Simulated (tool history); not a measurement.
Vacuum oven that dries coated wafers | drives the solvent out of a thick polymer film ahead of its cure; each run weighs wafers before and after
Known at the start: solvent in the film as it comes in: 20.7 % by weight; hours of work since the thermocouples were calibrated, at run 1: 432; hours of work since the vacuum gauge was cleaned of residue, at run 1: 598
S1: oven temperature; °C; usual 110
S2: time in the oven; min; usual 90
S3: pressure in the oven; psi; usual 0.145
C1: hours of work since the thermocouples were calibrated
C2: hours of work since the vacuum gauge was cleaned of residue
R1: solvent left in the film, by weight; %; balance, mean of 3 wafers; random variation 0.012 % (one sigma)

run   hour   S1   S2     S3   C1   C2    R1
  1      0  110   90  0.145  432  598  2.13
  2   24.2  110   90  0.145  447  614  2.13
  3   44.6  110   90  0.145  461  627  2.11
  4   78.8  100   90  0.145  483  649  5.11
  5  103.7  100   90  0.145  499  665   5.1
  6  119.2  110   96  0.145  509  675  1.88
  7  140.7  113   81  0.215  523  689  2.02
  8    175  108  151  0.145  545  711  1.01
  9  196.4  124  137  0.342  559  725  0.67
 10  212.6  104   48  0.184  569  735  7.46
 11  230.1  110  102  0.078  580  747  1.49
 12  264.1  121   73  0.206  602  769     1

Some steps in R1 between neighbouring runs. How much of each would the tool show without its hidden state too (settings, what came in, random variation), and how much is left for the hidden state, with any gauge scatter that isn't in both results?
The hidden state here: true wafer temperature over the reading, C; true pressure over the reading, kPa; drift of the gauge itself on solvent_pct, %.
Run 9 -> 10: S1 124 -> 104, S2 137 -> 48, S3 0.342 -> 0.184. R1 +6.79 %: hidden state -0.21, all else +7.
